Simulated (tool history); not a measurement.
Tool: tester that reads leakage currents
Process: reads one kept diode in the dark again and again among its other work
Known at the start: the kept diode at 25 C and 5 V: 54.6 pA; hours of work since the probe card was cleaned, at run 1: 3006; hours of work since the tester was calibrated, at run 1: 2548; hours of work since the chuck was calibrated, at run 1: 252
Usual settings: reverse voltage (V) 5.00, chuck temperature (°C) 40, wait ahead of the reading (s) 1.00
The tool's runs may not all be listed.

run,hour,reverse voltage (V),chuck temperature (°C),wait ahead of the reading (s),hours of work since the probe card was cleaned,hours of work since the tester was calibrated,hours of work since the chuck was calibrated,current that the tester gives (pA)
1,0.0,5.00,40,1.00,3006,2548,252,194.83
2,92.8,5.00,40,1.00,3077,2619,323,193.95
3,144.0,5.00,40,1.00,3116,2658,362,194.37
4,212.9,5.00,40,1.00,3169,2711,415,193.69
5,299.4,5.00,40,1.00,3235,2777,481,193.44
# hour 330.7: probe card cleaned and baked
6,359.1,5.00,30,1.00,22,2820,524,100.68
7,427.6,5.00,30,1.00,74,2873,577,100.34
8,522.7,1.30,30,1.00,147,2945,649,46.38
9,593.5,5.00,60,1.00,201,2999,703,753.62
# hour 686.0: probe card cleaned and baked, once more
10,686.0,5.00,40,1.00,0,3068,772,175.48
11,752.6,5.00,40,1.00,51,3119,823,175.88
12,797.6,5.00,40,1.00,85,3153,857,175.51
13,876.7,5.00,40,1.00,146,3213,917,175.61
14,939.3,16.20,36,1.00,193,3261,965,235.43
15,1050.5,5.00,44,2.58,278,3346,1050,233.36
16,1156.7,18.89,34,0.39,359,3427,1131,231.10
17,1214.3,18.89,34,0.39,403,3471,1175,232.69
18,1284.3,11.28,29,1.00,457,3525,1229,115.17
19,1331.7,11.28,29,1.00,493,3561,1265,115.42
20,1418.2,5.00,40,1.13,559,3627,1331,172.07
21,1471.0,5.00,40,1.13,599,3667,1371,172.40
# hour 1516.2: tester calibrated
22,1557.7,5.00,40,1.13,664,32,1436,169.73
23,1653.3,1.41,40,0.88,737,105,1509,89.72
24,1709.3,1.41,40,0.88,780,147,1552,89.64
25,1780.8,1.82,31,1.86,834,202,1606,50.58
26,1851.8,11.33,28,6.46,889,256,1660,103.55

Forecast each of these 4 alternatives for the next run:
A,1926.4,14.96,31,1.51,946,313,1717,?
B,1926.4,6.16,40,1.00,946,313,1717,?
C,1926.4,18.99,28,6.46,946,313,1717,?
D,1926.4,6.22,28,6.46,946,313,1717,?

run,current that the tester gives (pA)
A,153.62
B,188.13
C,138.01
D,75.42
Without the tool's hidden state the same runs would have given:
run,current that the tester gives (pA)
A,157.68
B,203.50
C,137.00
D,78.82
